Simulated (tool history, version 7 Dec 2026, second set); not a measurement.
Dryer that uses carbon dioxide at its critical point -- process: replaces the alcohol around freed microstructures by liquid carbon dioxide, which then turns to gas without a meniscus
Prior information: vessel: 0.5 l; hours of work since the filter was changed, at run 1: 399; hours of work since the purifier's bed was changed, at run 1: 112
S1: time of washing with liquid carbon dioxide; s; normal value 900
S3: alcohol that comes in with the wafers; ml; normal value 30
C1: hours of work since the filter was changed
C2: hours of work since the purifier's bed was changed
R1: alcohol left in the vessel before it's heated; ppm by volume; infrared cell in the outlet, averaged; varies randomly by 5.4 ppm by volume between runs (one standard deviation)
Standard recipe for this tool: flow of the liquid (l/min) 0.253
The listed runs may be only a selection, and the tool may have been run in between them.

run 1 hour=0 | S1=900 flow_of_the_liquid_(l/min)=0.253 S3=30 | C1=399 C2=112 | R1=250
run 2 hour=5.9 | S1=900 flow_of_the_liquid_(l/min)=0.253 S3=21 | C1=402 C2=114 | R1=170
run 3 hour=9.9 | S1=900 flow_of_the_liquid_(l/min)=0.253 S3=21 | C1=403 C2=116 | R1=183
run 4 hour=16.8 | S1=900 flow_of_the_liquid_(l/min)=0.253 S3=21 | C1=406 C2=118 | R1=187
run 5 hour=23.9 | S1=900 flow_of_the_liquid_(l/min)=0.253 S3=29 | C1=409 C2=121 | R1=240
run 6 hour=31.6 | S1=900 flow_of_the_liquid_(l/min)=0.253 S3=29 | C1=412 C2=124 | R1=245
run 7 hour=40.6 | S1=540 flow_of_the_liquid_(l/min)=0.253 S3=30 | C1=415 C2=128 | R1=2119
run 8 hour=47.3 | S1=540 flow_of_the_liquid_(l/min)=0.253 S3=30 | C1=418 C2=130 | R1=2109
run 9 hour=54.3 | S1=540 flow_of_the_liquid_(l/min)=0.253 S3=30 | C1=421 C2=133 | R1=2182
run 10 hour=61.6 | S1=540 flow_of_the_liquid_(l/min)=0.253 S3=30 | C1=424 C2=136 | R1=2111
run 11 hour=65.7 | S1=540 flow_of_the_liquid_(l/min)=0.253 S3=30 | C1=425 C2=137 | R1=2093
run 12 hour=75.1 | S1=540 flow_of_the_liquid_(l/min)=0.253 S3=30 | C1=429 C2=141 | R1=2196
run 13 hour=82.5 | S1=540 flow_of_the_liquid_(l/min)=0.253 S3=30 | C1=432 C2=144 | R1=2193
run 14 hour=86.5 | S1=540 flow_of_the_liquid_(l/min)=0.253 S3=30 | C1=433 C2=146 | R1=2176
run 15 hour=94.2 | S1=720 flow_of_the_liquid_(l/min)=0.318 S3=75 | C1=436 C2=149 | R1=623
run 16 hour=98.1 | S1=720 flow_of_the_liquid_(l/min)=0.318 S3=75 | C1=438 C2=150 | R1=610
run 17 hour=103.1 | S1=720 flow_of_the_liquid_(l/min)=0.344 S3=75 | C1=440 C2=152 | R1=417
run 18 hour=112.8 | S1=720 flow_of_the_liquid_(l/min)=0.344 S3=75 | C1=444 C2=156 | R1=417
run 19 hour=117.2 | S1=720 flow_of_the_liquid_(l/min)=0.344 S3=75 | C1=445 C2=158 | R1=416
run 20 hour=124.8 | S1=900 flow_of_the_liquid_(l/min)=0.249 S3=30 | C1=448 C2=161 | R1=295
run 21 hour=133.9 | S1=900 flow_of_the_liquid_(l/min)=0.249 S3=30 | C1=452 C2=164 | R1=287
run 22 hour=140.6 | S1=900 flow_of_the_liquid_(l/min)=0.249 S3=43 | C1=455 C2=167 | R1=403
run 23 hour=146.3 | S1=900 flow_of_the_liquid_(l/min)=0.179 S3=31 | C1=457 C2=169 | R1=1242
run 24 hour=153.3 | S1=900 flow_of_the_liquid_(l/min)=0.179 S3=31 | C1=460 C2=172 | R1=1248
run 25 hour=160.5 | S1=900 flow_of_the_liquid_(l/min)=0.299 S3=95 | C1=462 C2=175 | R1=335
run 26 hour=169.7 | S1=900 flow_of_the_liquid_(l/min)=0.22 S3=30 | C1=466 C2=178 | R1=517
run 27 hour=175.9 | S1=900 flow_of_the_liquid_(l/min)=0.307 S3=56 | C1=468 C2=181 | R1=177
run 28 hour=183.7 | S1=900 flow_of_the_liquid_(l/min)=0.307 S3=56 | C1=471 C2=184 | R1=186

Forecast each of these 4 alternatives for the next run:
run A hour=192.1 | S1=900 flow_of_the_liquid_(l/min)=0.214 S3=56 | C1=475 C2=187 | R1=?
run B hour=192.1 | S1=900 flow_of_the_liquid_(l/min)=0.253 S3=33 | C1=475 C2=187 | R1=?
run C hour=192.1 | S1=660 flow_of_the_liquid_(l/min)=0.324 S3=33 | C1=475 C2=187 | R1=?
run D hour=192.1 | S1=900 flow_of_the_liquid_(l/min)=0.292 S3=38 | C1=475 C2=187 | R1=?

run=A R1=1065
run=B R1=309
run=C R1=430
run=D R1=177
Without the tool's hidden state the same runs would have given:
run=A R1=601
run=B R1=146
run=C R1=220
run=D R1=71
